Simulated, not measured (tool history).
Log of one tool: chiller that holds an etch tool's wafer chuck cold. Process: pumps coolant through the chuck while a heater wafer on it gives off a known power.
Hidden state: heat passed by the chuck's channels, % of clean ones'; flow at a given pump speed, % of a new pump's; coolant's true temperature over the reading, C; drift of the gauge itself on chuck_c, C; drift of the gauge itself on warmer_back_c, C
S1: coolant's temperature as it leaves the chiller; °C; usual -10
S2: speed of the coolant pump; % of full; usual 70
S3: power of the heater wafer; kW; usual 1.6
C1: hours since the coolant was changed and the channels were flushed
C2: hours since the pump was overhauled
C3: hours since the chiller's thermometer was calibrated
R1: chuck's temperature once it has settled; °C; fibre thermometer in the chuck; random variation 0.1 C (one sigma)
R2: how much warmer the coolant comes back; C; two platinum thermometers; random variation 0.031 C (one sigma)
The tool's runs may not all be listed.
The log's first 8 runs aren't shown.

run 9 hour=608.6 | S1=-10 S2=83 S3=1.6 | C1=1347 C2=1037 C3=2756 | R1=10.2 R2=4.58
run 10 hour=682.3 | S1=-10 S2=83 S3=1.6 | C1=1421 C2=1111 C3=2830 | R1=10.2 R2=4.62
run 11 hour=785.9 | S1=-10 S2=70 S3=1.6 | C1=1524 C2=1215 C3=2934 | R1=13.3 R2=5.55
run 12 hour=876.1 | S1=-10 S2=70 S3=1.6 | C1=1615 C2=1305 C3=3024 | R1=13.4 R2=5.56
run 13 hour=988.8 | S1=-10 S2=70 S3=1.6 | C1=1727 C2=1417 C3=3136 | R1=13.6 R2=5.59
run 14 hour=1103.5 | S1=-10 S2=70 S3=1.6 | C1=1842 C2=1532 C3=3251 | R1=13.6 R2=5.58
run 15 hour=1161.4 | S1=-10 S2=70 S3=1.562 | C1=1900 C2=1590 C3=3309 | R1=13.1 R2=5.43
run 16 hour=1236 | S1=-10 S2=70 S3=1.562 | C1=1975 C2=1665 C3=3384 | R1=13.5 R2=5.51
-- hour=1291 chiller's thermometer calibrated
run 17 hour=1312.2 | S1=-10 S2=70 S3=1.562 | C1=2050 C2=1740 C3=21 | R1=13 R2=5.48
run 18 hour=1362.4 | S1=-10 S2=70 S3=1.924 | C1=2100 C2=1790 C3=71 | R1=18.1 R2=6.78
run 19 hour=1443.2 | S1=0 S2=69 S3=1.6 | C1=2181 C2=1871 C3=152 | R1=23.7 R2=5.71

The next listed run, before its measurement:
run 20 hour=1545.6 | S1=-7 S2=89 S3=2.251 | C1=2283 C2=1973 C3=255 | R1=? R2=?

R1: 20.5 °C
R2: 6.15 C
Without the tool's hidden state the same run would have given R1 17.7 °C, R2 5.96 C.

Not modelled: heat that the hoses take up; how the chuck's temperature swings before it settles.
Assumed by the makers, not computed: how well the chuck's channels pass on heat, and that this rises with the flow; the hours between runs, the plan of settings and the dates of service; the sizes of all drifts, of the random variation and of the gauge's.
